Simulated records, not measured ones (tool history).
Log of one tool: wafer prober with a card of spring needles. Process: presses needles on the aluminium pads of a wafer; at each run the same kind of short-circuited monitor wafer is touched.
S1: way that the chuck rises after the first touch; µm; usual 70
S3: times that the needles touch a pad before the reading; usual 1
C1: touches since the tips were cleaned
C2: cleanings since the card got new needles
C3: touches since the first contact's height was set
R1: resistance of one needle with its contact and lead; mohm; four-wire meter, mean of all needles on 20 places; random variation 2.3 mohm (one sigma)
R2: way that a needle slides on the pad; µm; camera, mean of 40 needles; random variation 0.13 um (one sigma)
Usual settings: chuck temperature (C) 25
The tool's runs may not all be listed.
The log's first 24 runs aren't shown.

-- hour=168 tips cleaned on abrasive film
-- hour=173.9 tips cleaned on abrasive film
run 25 hour=174.9 | S1=84 chuck_temperature_(C)=25 S3=2 | C1=458 C2=34 C3=4337 | R1=261 R2=11.55
-- hour=180.2 tips cleaned on abrasive film
run 26 hour=181.3 | S1=84 chuck_temperature_(C)=25 S3=2 | C1=498 C2=35 C3=7174 | R1=262 R2=11.78
-- hour=186.2 tips cleaned on abrasive film
run 27 hour=186.8 | S1=70 chuck_temperature_(C)=55 S3=1 | C1=270 C2=36 C3=9607 | R1=281 R2=9.71
-- hour=192.5 tips cleaned on abrasive film
run 28 hour=194.7 | S1=70 chuck_temperature_(C)=55 S3=1 | C1=970 C2=37 C3=13104 | R1=292 R2=9.89
-- hour=198.7 tips cleaned on abrasive film
run 29 hour=199.6 | S1=70 chuck_temperature_(C)=55 S3=1 | C1=393 C2=38 C3=15259 | R1=286 R2=9.82
-- hour=205 tips cleaned on abrasive film
run 30 hour=206.5 | S1=70 chuck_temperature_(C)=28 S3=2 | C1=652 C2=39 C3=18325 | R1=274 R2=9.71
-- hour=211.4 tips cleaned on abrasive film
run 31 hour=214.3 | S1=62 chuck_temperature_(C)=25 S3=3 | C1=1325 C2=40 C3=21798 | R1=275 R2=8.51
-- hour=217.5 tips cleaned on abrasive film
run 32 hour=223.2 | S1=62 chuck_temperature_(C)=25 S3=2 | C1=2524 C2=41 C3=25738 | R1=294 R2=8.55

Forecast each of these 4 alternatives for the next run:
-- hour=224.1 tips cleaned on abrasive film
run A hour=228.5 | S1=62 chuck_temperature_(C)=25 S3=3 | C1=1997 C2=42 C3=28101 | R1=? R2=?
-- hour=224.1 tips cleaned on abrasive film
run B hour=228.5 | S1=74 chuck_temperature_(C)=34 S3=1 | C1=1997 C2=42 C3=28101 | R1=? R2=?
-- hour=224.1 tips cleaned on abrasive film
run C hour=228.5 | S1=63 chuck_temperature_(C)=38 S3=2 | C1=1997 C2=42 C3=28101 | R1=? R2=?
-- hour=224.1 tips cleaned on abrasive film
run D hour=228.5 | S1=70 chuck_temperature_(C)=28 S3=2 | C1=1997 C2=42 C3=28101 | R1=? R2=?

run=A R1=284 R2=8.48
run=B R1=297 R2=10.15
run=C R1=291 R2=8.69
run=D R1=285 R2=9.77
Without the tool's hidden state the same runs would have given:
run=A R1=265 R2=8.59
run=B R1=261 R2=10.26
run=C R1=262 R2=8.8
run=D R1=261 R2=9.88
